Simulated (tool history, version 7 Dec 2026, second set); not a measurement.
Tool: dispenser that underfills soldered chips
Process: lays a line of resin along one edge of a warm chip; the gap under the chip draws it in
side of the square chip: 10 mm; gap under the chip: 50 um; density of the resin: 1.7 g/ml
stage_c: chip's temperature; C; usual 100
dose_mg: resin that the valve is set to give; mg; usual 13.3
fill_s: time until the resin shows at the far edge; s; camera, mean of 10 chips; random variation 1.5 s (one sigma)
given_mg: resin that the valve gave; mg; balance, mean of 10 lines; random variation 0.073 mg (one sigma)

Run 1, hour 0.0: usual settings. Result: fill_s 148.7 s, given_mg 12.84 mg.
Run 2, hour 5.2: usual settings. Result: fill_s 174.2 s, given_mg 12.65 mg.
Run 3, hour 10.9: usual settings. Result: fill_s 209.4 s, given_mg 12.75 mg.
At hour 13.8: dispensing valve cleaned and set on the balance.
Run 4, hour 17.7: usual settings. Result: fill_s 243.3 s, given_mg 13.33 mg.
At hour 19.8: new syringe of resin.
Run 5, hour 23.2: usual settings. Result: fill_s 168.0 s, given_mg 13.21 mg.
Run 6, hour 26.6: usual settings but stage_c 113 C. Result: fill_s 132.9 s, given_mg 13.26 mg.
Run 7, hour 31.4: usual settings but stage_c 113 C. Result: fill_s 154.2 s, given_mg 13.09 mg.
Run 8, hour 34.9: usual settings but stage_c 113 C. Result: fill_s 171.1 s, given_mg 13.19 mg.
At hour 38.3: new syringe of resin.
Run 9, hour 39.8: usual settings but stage_c 113 C. Result: fill_s 109.3 s, given_mg 13.01 mg.
Run 10, hour 44.9: usual settings but stage_c 113 C. Result: fill_s 131.4 s, given_mg 13.11 mg.
Run 11, hour 47.5: usual settings but stage_c 113 C, dose_mg 14.3 mg. Result: fill_s 136.5 s, given_mg 14.07 mg.
Run 12, hour 52.4: usual settings but stage_c 113 C, dose_mg 14.3 mg. Result: fill_s 162.4 s, given_mg 13.99 mg.
Run 13, hour 55.3: usual settings but stage_c 105 C, dose_mg 14.7 mg. Result: fill_s 216.8 s, given_mg 14.40 mg.

The next listed run, before its measurement:
At hour 57.3: new syringe of resin.
Run 14, hour 60.8: usual settings but stage_c 105 C, dose_mg 14.7 mg. Result: fill_s ?, given_mg ?.

Run 14 gave fill_s 145.7 s, given_mg 14.21 mg.
Without the tool's hidden state the same run would have given fill_s 128.0 s, given_mg 14.59 mg.
